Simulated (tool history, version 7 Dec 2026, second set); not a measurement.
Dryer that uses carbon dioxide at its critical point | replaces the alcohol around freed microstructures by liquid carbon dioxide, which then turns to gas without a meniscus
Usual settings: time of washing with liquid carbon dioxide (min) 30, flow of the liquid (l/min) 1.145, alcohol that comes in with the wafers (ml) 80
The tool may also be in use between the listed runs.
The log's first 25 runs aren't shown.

run     day  time of washing with liquid carbon dioxide (min)  flow of the liquid (l/min)  alcohol that comes in with the wafers (ml)  alcohol left in the vessel before it's heated (ppm by volume)
 26  11.025                                                42                       1.145                                          80                                                             90
 27  11.467                                                44                       1.145                                          80                                                             99
 28  12.079                                                44                       1.145                                          80                                                             94
 29  12.354                                                44                       1.145                                          80                                                             93
 30  12.892                                                30                         0.9                                          28                                                            112
 31  13.262                                                41                        0.78                                          48                                                            114
     13.388  -- inlet filter changed
 32  13.812                                                30                        1.07                                          80                                                            111
 33  14.096                                                23                        1.54                                          49                                                             99
 34  14.608                                                18                       1.145                                         108                                                            363
 35  15.125                                                18                       1.145                                         108                                                            354
 36    15.6                                                18                       1.145                                         108                                                            374
 37  15.892                                                18                       1.145                                         108                                                            378
 38  16.225                                                30                       1.145                                          30                                                            116
 39  16.721                                                29                        1.33                                          29                                                            110
 40  17.217                                                24                        1.59                                         106                                                            120
 41  17.508                                                24                        1.59                                         106                                                            115
 42  17.929                                                27                        0.98                                          80                                                            167

Forecast run 43:
 43  18.55                                                27                        0.98                                          80                                                              ?

{"run 43": {"alcohol left in the vessel before it's heated (ppm by volume)": 163}}
Without the tool's hidden state the same run would have given alcohol left in the vessel before it's heated (ppm by volume) 53.
